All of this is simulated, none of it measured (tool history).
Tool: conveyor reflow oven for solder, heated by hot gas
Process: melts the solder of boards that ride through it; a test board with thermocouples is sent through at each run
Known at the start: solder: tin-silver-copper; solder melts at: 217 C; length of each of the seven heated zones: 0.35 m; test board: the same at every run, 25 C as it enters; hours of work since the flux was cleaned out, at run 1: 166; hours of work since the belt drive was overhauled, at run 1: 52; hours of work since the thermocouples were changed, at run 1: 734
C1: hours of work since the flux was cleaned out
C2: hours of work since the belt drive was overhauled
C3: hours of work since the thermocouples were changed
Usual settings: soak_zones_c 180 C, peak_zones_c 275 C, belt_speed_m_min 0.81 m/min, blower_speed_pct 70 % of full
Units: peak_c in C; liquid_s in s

run 1 hour=0 | soak_zones_c=180 peak_zones_c=275 belt_speed_m_min=0.81 blower_speed_pct=70 | C1=166 C2=52 C3=734 | peak_c=252.8 liquid_s=39.4
run 2 hour=27.9 | soak_zones_c=193 peak_zones_c=275 belt_speed_m_min=0.81 blower_speed_pct=70 | C1=183 C2=69 C3=751 | peak_c=255 liquid_s=45
run 3 hour=57.4 | soak_zones_c=193 peak_zones_c=275 belt_speed_m_min=0.81 blower_speed_pct=70 | C1=201 C2=87 C3=769 | peak_c=255.1 liquid_s=44.9
run 4 hour=74.7 | soak_zones_c=180 peak_zones_c=275 belt_speed_m_min=0.81 blower_speed_pct=70 | C1=211 C2=98 C3=780 | peak_c=251.7 liquid_s=39.6
run 5 hour=103.5 | soak_zones_c=180 peak_zones_c=275 belt_speed_m_min=0.673 blower_speed_pct=70 | C1=229 C2=115 C3=797 | peak_c=257.8 liquid_s=52.2
run 6 hour=124.4 | soak_zones_c=180 peak_zones_c=275 belt_speed_m_min=0.673 blower_speed_pct=70 | C1=242 C2=128 C3=810 | peak_c=258.1 liquid_s=51.6
run 7 hour=141.8 | soak_zones_c=180 peak_zones_c=275 belt_speed_m_min=0.673 blower_speed_pct=70 | C1=252 C2=138 C3=821 | peak_c=257.3 liquid_s=51.9
run 8 hour=177 | soak_zones_c=180 peak_zones_c=275 belt_speed_m_min=0.81 blower_speed_pct=56 | C1=274 C2=160 C3=842 | peak_c=247.2 liquid_s=35.8
run 9 hour=197.2 | soak_zones_c=180 peak_zones_c=275 belt_speed_m_min=0.81 blower_speed_pct=56 | C1=286 C2=172 C3=855 | peak_c=246.9 liquid_s=35.9
run 10 hour=231.1 | soak_zones_c=180 peak_zones_c=275 belt_speed_m_min=0.81 blower_speed_pct=56 | C1=307 C2=193 C3=875 | peak_c=247.2 liquid_s=35.5
-- hour=257.6 thermocouples of zones 6 and 7 changed
run 11 hour=257.6 | soak_zones_c=180 peak_zones_c=275 belt_speed_m_min=0.81 blower_speed_pct=70 | C1=322 C2=208 C3=0 | peak_c=254.1 liquid_s=40.4
run 12 hour=273.1 | soak_zones_c=180 peak_zones_c=275 belt_speed_m_min=0.81 blower_speed_pct=65 | C1=331 C2=217 C3=9 | peak_c=252.9 liquid_s=39.6
run 13 hour=305.6 | soak_zones_c=181 peak_zones_c=275 belt_speed_m_min=0.81 blower_speed_pct=65 | C1=351 C2=237 C3=29 | peak_c=252.2 liquid_s=39.8
run 14 hour=336.5 | soak_zones_c=181 peak_zones_c=275 belt_speed_m_min=0.81 blower_speed_pct=65 | C1=370 C2=256 C3=48 | peak_c=253.7 liquid_s=39.8
run 15 hour=353.9 | soak_zones_c=180 peak_zones_c=275 belt_speed_m_min=0.652 blower_speed_pct=70 | C1=381 C2=267 C3=59 | peak_c=261.3 liquid_s=55.5
run 16 hour=385.8 | soak_zones_c=189 peak_zones_c=275 belt_speed_m_min=0.81 blower_speed_pct=70 | C1=400 C2=286 C3=78 | peak_c=256.1 liquid_s=43.8
run 17 hour=420 | soak_zones_c=184 peak_zones_c=275 belt_speed_m_min=0.81 blower_speed_pct=70 | C1=421 C2=307 C3=99 | peak_c=253.4 liquid_s=41.8
run 18 hour=450.1 | soak_zones_c=184 peak_zones_c=275 belt_speed_m_min=0.81 blower_speed_pct=70 | C1=439 C2=326 C3=118 | peak_c=254.8 liquid_s=41.8
run 19 hour=474.8 | soak_zones_c=173 peak_zones_c=263 belt_speed_m_min=0.944 blower_speed_pct=70 | C1=455 C2=341 C3=133 | peak_c=236.4 liquid_s=22.3
run 20 hour=499.1 | soak_zones_c=192 peak_zones_c=275 belt_speed_m_min=0.81 blower_speed_pct=78 | C1=469 C2=356 C3=148 | peak_c=258.4 liquid_s=45.8
-- hour=507.1 flux residue cleaned out of gas plates and filters
run 21 hour=523.5 | soak_zones_c=180 peak_zones_c=284 belt_speed_m_min=0.81 blower_speed_pct=70 | C1=10 C2=367 C3=159 | peak_c=262.4 liquid_s=44.5
run 22 hour=548.4 | soak_zones_c=190 peak_zones_c=284 belt_speed_m_min=0.654 blower_speed_pct=70 | C1=25 C2=383 C3=175 | peak_c=272.2 liquid_s=62.2
run 23 hour=574.1 | soak_zones_c=168 peak_zones_c=276 belt_speed_m_min=0.654 blower_speed_pct=66 | C1=41 C2=398 C3=190 | peak_c=259.6 liquid_s=51
run 24 hour=597 | soak_zones_c=168 peak_zones_c=276 belt_speed_m_min=0.654 blower_speed_pct=66 | C1=55 C2=412 C3=204 | peak_c=259.3 liquid_s=51.3
run 25 hour=630.5 | soak_zones_c=168 peak_zones_c=276 belt_speed_m_min=0.654 blower_speed_pct=66 | C1=75 C2=433 C3=225 | peak_c=261.5 liquid_s=51.2
run 26 hour=665.1 | soak_zones_c=166 peak_zones_c=289 belt_speed_m_min=0.654 blower_speed_pct=75 | C1=97 C2=454 C3=246 | peak_c=274.5 liquid_s=56.5
run 27 hour=683.1 | soak_zones_c=174 peak_zones_c=289 belt_speed_m_min=0.654 blower_speed_pct=86 | C1=108 C2=465 C3=257 | peak_c=277.2 liquid_s=59.5
run 28 hour=703.7 | soak_zones_c=174 peak_zones_c=289 belt_speed_m_min=0.654 blower_speed_pct=86 | C1=120 C2=478 C3=269 | peak_c=276.2 liquid_s=59.6
run 29 hour=737.2 | soak_zones_c=174 peak_zones_c=289 belt_speed_m_min=0.654 blower_speed_pct=86 | C1=141 C2=498 C3=290 | peak_c=276.3 liquid_s=59.4
run 30 hour=753.6 | soak_zones_c=183 peak_zones_c=280 belt_speed_m_min=0.654 blower_speed_pct=86 | C1=151 C2=508 C3=300 | peak_c=268.9 liquid_s=59.4
run 31 hour=769.6 | soak_zones_c=180 peak_zones_c=275 belt_speed_m_min=0.899 blower_speed_pct=56 | C1=160 C2=518 C3=310 | peak_c=244.7 liquid_s=30.6

Forecast each of these 4 alternatives for the next run:
run A hour=803.3 | soak_zones_c=180 peak_zones_c=270 belt_speed_m_min=0.684 blower_speed_pct=56 | C1=181 C2=538 C3=330 | peak_c=? liquid_s=?
run B hour=803.3 | soak_zones_c=178 peak_zones_c=275 belt_speed_m_min=0.867 blower_speed_pct=64 | C1=181 C2=538 C3=330 | peak_c=? liquid_s=?
run C hour=803.3 | soak_zones_c=174 peak_zones_c=288 belt_speed_m_min=0.68 blower_speed_pct=56 | C1=181 C2=538 C3=330 | peak_c=? liquid_s=?
run D hour=803.3 | soak_zones_c=180 peak_zones_c=275 belt_speed_m_min=0.958 blower_speed_pct=70 | C1=181 C2=538 C3=330 | peak_c=? liquid_s=?

run=A peak_c=251.7 liquid_s=47
run=B peak_c=249.6 liquid_s=34.4
run=C peak_c=266.5 liquid_s=53.4
run=D peak_c=247.5 liquid_s=30.6
Without the tool's hidden state the same runs would have given:
run=A peak_c=252.4 liquid_s=47
run=B peak_c=250.5 liquid_s=34.7
run=C peak_c=267.2 liquid_s=53.3
run=D peak_c=248.4 liquid_s=30.9
